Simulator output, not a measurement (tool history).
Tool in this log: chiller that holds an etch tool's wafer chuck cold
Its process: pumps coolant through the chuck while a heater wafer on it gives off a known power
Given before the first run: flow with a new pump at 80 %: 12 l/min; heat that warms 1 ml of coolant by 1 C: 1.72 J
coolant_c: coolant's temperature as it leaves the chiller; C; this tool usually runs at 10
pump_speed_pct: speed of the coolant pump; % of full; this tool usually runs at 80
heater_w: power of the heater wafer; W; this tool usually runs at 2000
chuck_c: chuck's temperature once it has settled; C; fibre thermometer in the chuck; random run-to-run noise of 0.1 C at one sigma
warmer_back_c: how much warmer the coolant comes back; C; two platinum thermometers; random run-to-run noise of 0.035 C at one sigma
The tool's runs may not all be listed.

{"run": 1, "hour": 0.0, "coolant_c": 10, "pump_speed_pct": 80, "heater_w": 2000, "chuck_c": 25.5, "warmer_back_c": 5.86}
{"run": 2, "hour": 36.1, "coolant_c": 10, "pump_speed_pct": 80, "heater_w": 2000, "chuck_c": 25.6, "warmer_back_c": 5.85}
{"run": 3, "hour": 69.6, "coolant_c": 10, "pump_speed_pct": 80, "heater_w": 2000, "chuck_c": 25.6, "warmer_back_c": 5.8}
{"run": 4, "hour": 106.2, "coolant_c": 10, "pump_speed_pct": 80, "heater_w": 2000, "chuck_c": 25.7, "warmer_back_c": 5.81}
{"run": 5, "hour": 139.9, "coolant_c": 10, "pump_speed_pct": 80, "heater_w": 2000, "chuck_c": 25.6, "warmer_back_c": 5.88}
{"run": 6, "hour": 163.0, "coolant_c": 10, "pump_speed_pct": 80, "heater_w": 2000, "chuck_c": 25.4, "warmer_back_c": 5.92}
{"run": 7, "hour": 193.7, "coolant_c": 10, "pump_speed_pct": 80, "heater_w": 2000, "chuck_c": 25.5, "warmer_back_c": 5.9}
{"run": 8, "hour": 234.1, "coolant_c": 10, "pump_speed_pct": 80, "heater_w": 2000, "chuck_c": 25.5, "warmer_back_c": 5.86}
{"run": 9, "hour": 261.8, "coolant_c": 10, "pump_speed_pct": 80, "heater_w": 2000, "chuck_c": 25.6, "warmer_back_c": 5.86}
{"run": 10, "hour": 291.9, "coolant_c": 10, "pump_speed_pct": 80, "heater_w": 2863, "chuck_c": 32.2, "warmer_back_c": 8.43}
{"run": 11, "hour": 328.5, "coolant_c": 9, "pump_speed_pct": 80, "heater_w": 2863, "chuck_c": 31.3, "warmer_back_c": 8.43}
{"run": 12, "hour": 366.9, "coolant_c": 9, "pump_speed_pct": 80, "heater_w": 2863, "chuck_c": 31.2, "warmer_back_c": 8.47}
{"run": 13, "hour": 387.7, "coolant_c": 18, "pump_speed_pct": 61, "heater_w": 1908, "chuck_c": 37.2, "warmer_back_c": 7.4}
{"run": 14, "hour": 408.5, "coolant_c": 18, "pump_speed_pct": 90, "heater_w": 2771, "chuck_c": 37.6, "warmer_back_c": 7.32}
{"run": 15, "hour": 428.3, "coolant_c": 18, "pump_speed_pct": 90, "heater_w": 2771, "chuck_c": 37.4, "warmer_back_c": 7.27}
{"run": 16, "hour": 458.3, "coolant_c": 18, "pump_speed_pct": 67, "heater_w": 1520, "chuck_c": 32.0, "warmer_back_c": 5.41}
{"run": 17, "hour": 488.8, "coolant_c": 11, "pump_speed_pct": 80, "heater_w": 1305, "chuck_c": 21.2, "warmer_back_c": 3.92}
{"run": 18, "hour": 508.3, "coolant_c": 11, "pump_speed_pct": 80, "heater_w": 1305, "chuck_c": 21.1, "warmer_back_c": 3.91}
{"run": 19, "hour": 528.2, "coolant_c": 5, "pump_speed_pct": 67, "heater_w": 2000, "chuck_c": 23.5, "warmer_back_c": 7.11}
{"run": 20, "hour": 554.4, "coolant_c": 5, "pump_speed_pct": 67, "heater_w": 2000, "chuck_c": 23.4, "warmer_back_c": 7.13}
{"run": 21, "hour": 590.5, "coolant_c": 6, "pump_speed_pct": 61, "heater_w": 1312, "chuck_c": 19.1, "warmer_back_c": 5.18}
{"run": 22, "hour": 625.2, "coolant_c": 2, "pump_speed_pct": 61, "heater_w": 1128, "chuck_c": 13.2, "warmer_back_c": 4.49}
{"run": 23, "hour": 661.5, "coolant_c": 2, "pump_speed_pct": 61, "heater_w": 1128, "chuck_c": 13.4, "warmer_back_c": 4.53}
{"run": 24, "hour": 686.1, "coolant_c": 10, "pump_speed_pct": 77, "heater_w": 1114, "chuck_c": 19.0, "warmer_back_c": 3.56}

Forecast each of these 3 alternatives for the next run:
{"run": "A", "hour": 709.5, "coolant_c": 17, "pump_speed_pct": 79, "heater_w": 1114, "chuck_c": "?", "warmer_back_c": "?"}
{"run": "B", "hour": 709.5, "coolant_c": 10, "pump_speed_pct": 91, "heater_w": 1114, "chuck_c": "?", "warmer_back_c": "?"}
{"run": "C", "hour": 709.5, "coolant_c": 10, "pump_speed_pct": 93, "heater_w": 2075, "chuck_c": "?", "warmer_back_c": "?"}

run=A chuck_c=25.8 warmer_back_c=3.49
run=B chuck_c=17.6 warmer_back_c=3.02
run=C chuck_c=24.0 warmer_back_c=5.37
Without the tool's hidden state the same runs would have given:
run=A chuck_c=25.8 warmer_back_c=3.29
run=B chuck_c=17.6 warmer_back_c=2.82
run=C chuck_c=24.0 warmer_back_c=5.18

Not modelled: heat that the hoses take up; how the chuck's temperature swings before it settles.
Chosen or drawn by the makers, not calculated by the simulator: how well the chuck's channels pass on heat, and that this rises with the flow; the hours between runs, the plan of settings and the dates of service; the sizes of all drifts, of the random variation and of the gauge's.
